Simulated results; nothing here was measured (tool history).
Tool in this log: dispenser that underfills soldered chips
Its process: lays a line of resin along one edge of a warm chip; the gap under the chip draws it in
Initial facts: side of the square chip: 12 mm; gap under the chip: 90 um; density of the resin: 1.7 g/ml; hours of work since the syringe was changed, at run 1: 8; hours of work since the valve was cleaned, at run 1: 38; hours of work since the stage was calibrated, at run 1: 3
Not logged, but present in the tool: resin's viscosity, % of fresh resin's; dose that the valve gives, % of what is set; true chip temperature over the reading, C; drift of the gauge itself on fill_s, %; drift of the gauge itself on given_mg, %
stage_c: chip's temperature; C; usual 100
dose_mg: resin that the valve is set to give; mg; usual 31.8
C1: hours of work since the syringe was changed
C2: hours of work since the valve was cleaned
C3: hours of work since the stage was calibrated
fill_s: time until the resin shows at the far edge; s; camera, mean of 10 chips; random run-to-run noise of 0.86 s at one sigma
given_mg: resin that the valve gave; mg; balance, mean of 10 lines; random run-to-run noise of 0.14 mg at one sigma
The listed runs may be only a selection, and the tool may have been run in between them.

{"run": 1, "hour": 0.0, "stage_c": 100, "dose_mg": 31.8, "C1": 8, "C2": 38, "C3": 3, "fill_s": 156, "given_mg": 31}
{"hour": 2.1, "done": "new syringe of resin"}
{"run": 2, "hour": 3.8, "stage_c": 100, "dose_mg": 31.8, "C1": 1, "C2": 41, "C3": 6, "fill_s": 88.8, "given_mg": 30.84}
{"run": 3, "hour": 7.1, "stage_c": 100, "dose_mg": 31.8, "C1": 4, "C2": 44, "C3": 9, "fill_s": 107.7, "given_mg": 30.76}
{"run": 4, "hour": 11.4, "stage_c": 97, "dose_mg": 31.8, "C1": 7, "C2": 47, "C3": 12, "fill_s": 154.7, "given_mg": 30.7}
{"run": 5, "hour": 14.3, "stage_c": 97, "dose_mg": 31.8, "C1": 10, "C2": 49, "C3": 15, "fill_s": 185.2, "given_mg": 30.43}
{"hour": 14.9, "done": "new syringe of resin"}
{"run": 6, "hour": 17.6, "stage_c": 97, "dose_mg": 31.8, "C1": 2, "C2": 52, "C3": 17, "fill_s": 106.1, "given_mg": 30.5}
{"run": 7, "hour": 21.3, "stage_c": 100, "dose_mg": 31.8, "C1": 5, "C2": 55, "C3": 20, "fill_s": 116, "given_mg": 30.54}
{"run": 8, "hour": 24.9, "stage_c": 100, "dose_mg": 31.8, "C1": 8, "C2": 58, "C3": 23, "fill_s": 148.5, "given_mg": 30.25}
{"hour": 27.8, "done": "new syringe of resin"}
{"run": 9, "hour": 29.5, "stage_c": 100, "dose_mg": 31.8, "C1": 1, "C2": 61, "C3": 26, "fill_s": 91.1, "given_mg": 30.5}
{"run": 10, "hour": 33.2, "stage_c": 93, "dose_mg": 34.7, "C1": 4, "C2": 64, "C3": 29, "fill_s": 147, "given_mg": 33.27}
{"run": 11, "hour": 36.5, "stage_c": 93, "dose_mg": 34.7, "C1": 7, "C2": 66, "C3": 31, "fill_s": 178.6, "given_mg": 32.62}
{"run": 12, "hour": 39.4, "stage_c": 89, "dose_mg": 29.1, "C1": 9, "C2": 69, "C3": 34, "fill_s": 264.8, "given_mg": 27.81}
{"hour": 40.6, "done": "new syringe of resin"}
{"run": 13, "hour": 43.2, "stage_c": 92, "dose_mg": 40.2, "C1": 2, "C2": 71, "C3": 37, "fill_s": 126.2, "given_mg": 37.99}
{"run": 14, "hour": 47.2, "stage_c": 91, "dose_mg": 32.5, "C1": 5, "C2": 75, "C3": 40, "fill_s": 172, "given_mg": 30.72}
{"run": 15, "hour": 51.0, "stage_c": 89, "dose_mg": 35.1, "C1": 8, "C2": 78, "C3": 43, "fill_s": 231.5, "given_mg": 32.83}
{"hour": 52.7, "done": "dispensing valve cleaned and set on the balance"}
{"hour": 54.4, "done": "new syringe of resin"}
{"run": 16, "hour": 56.4, "stage_c": 91, "dose_mg": 39.6, "C1": 2, "C2": 3, "C3": 46, "fill_s": 123.8, "given_mg": 39.38}
{"run": 17, "hour": 60.8, "stage_c": 87, "dose_mg": 37.1, "C1": 5, "C2": 6, "C3": 49, "fill_s": 195.1, "given_mg": 36.69}

What if the next run were any one of these 3? Each begins from the tool's condition after run 17:
{"run": "A", "hour": 65.4, "stage_c": 109, "dose_mg": 40.9, "C1": 9, "C2": 10, "C3": 53, "fill_s": "?", "given_mg": "?"}
{"run": "B", "hour": 65.4, "stage_c": 96, "dose_mg": 32.5, "C1": 9, "C2": 10, "C3": 53, "fill_s": "?", "given_mg": "?"}
{"run": "C", "hour": 65.4, "stage_c": 110, "dose_mg": 37.4, "C1": 9, "C2": 10, "C3": 53, "fill_s": "?", "given_mg": "?"}

run=A fill_s=104.3 given_mg=40.27
run=B fill_s=175.4 given_mg=32.03
run=C fill_s=100.9 given_mg=37.12
With no hidden state in the tool, these same runs would have given:
run=A fill_s=54.5 given_mg=40.59
run=B fill_s=91.8 given_mg=32.29
run=C fill_s=52.8 given_mg=37.41
